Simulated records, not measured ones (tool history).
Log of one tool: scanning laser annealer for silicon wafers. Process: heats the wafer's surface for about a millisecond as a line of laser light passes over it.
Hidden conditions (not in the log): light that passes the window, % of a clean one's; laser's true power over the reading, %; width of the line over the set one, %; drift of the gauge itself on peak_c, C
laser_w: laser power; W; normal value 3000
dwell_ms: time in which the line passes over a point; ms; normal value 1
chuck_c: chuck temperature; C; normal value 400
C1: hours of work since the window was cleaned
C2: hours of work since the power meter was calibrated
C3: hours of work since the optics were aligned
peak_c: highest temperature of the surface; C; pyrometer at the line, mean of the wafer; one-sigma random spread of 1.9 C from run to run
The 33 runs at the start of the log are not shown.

{"run": 34, "hour": 1306.4, "laser_w": 3000, "dwell_ms": 1.21, "chuck_c": 370, "C1": 410, "C2": 1574, "C3": 616, "peak_c": 1182}
{"run": 35, "hour": 1344.0, "laser_w": 3000, "dwell_ms": 1.21, "chuck_c": 370, "C1": 436, "C2": 1600, "C3": 642, "peak_c": 1180}
{"hour": 1369.0, "done": "window over the wafer cleaned"}
{"run": 36, "hour": 1379.7, "laser_w": 3000, "dwell_ms": 1.21, "chuck_c": 370, "C1": 7, "C2": 1623, "C3": 665, "peak_c": 1181}
{"run": 37, "hour": 1434.8, "laser_w": 3250, "dwell_ms": 1.16, "chuck_c": 379, "C1": 45, "C2": 1661, "C3": 703, "peak_c": 1253}
{"run": 38, "hour": 1469.4, "laser_w": 2774, "dwell_ms": 0.85, "chuck_c": 400, "C1": 69, "C2": 1685, "C3": 727, "peak_c": 1032}
{"run": 39, "hour": 1522.9, "laser_w": 3267, "dwell_ms": 1.17, "chuck_c": 370, "C1": 106, "C2": 1721, "C3": 764, "peak_c": 1255}
{"run": 40, "hour": 1572.6, "laser_w": 2835, "dwell_ms": 0.77, "chuck_c": 400, "C1": 140, "C2": 1756, "C3": 798, "peak_c": 1018}
{"run": 41, "hour": 1610.2, "laser_w": 2835, "dwell_ms": 0.77, "chuck_c": 400, "C1": 166, "C2": 1781, "C3": 824, "peak_c": 1017}

Below are 3 alternative next runs, each starting from the tool's condition after run 41. Predict each:
{"run": "A", "hour": 1639.7, "laser_w": 3136, "dwell_ms": 0.73, "chuck_c": 400, "C1": 186, "C2": 1802, "C3": 844, "peak_c": "?"}
{"run": "B", "hour": 1639.7, "laser_w": 3000, "dwell_ms": 1.06, "chuck_c": 361, "C1": 186, "C2": 1802, "C3": 844, "peak_c": "?"}
{"run": "C", "hour": 1639.7, "laser_w": 3164, "dwell_ms": 0.92, "chuck_c": 427, "C1": 186, "C2": 1802, "C3": 844, "peak_c": "?"}

run=A peak_c=1078
run=B peak_c=1123
run=C peak_c=1192
With no hidden state in the tool, these same runs would have given:
run=A peak_c=1078
run=B peak_c=1124
run=C peak_c=1192
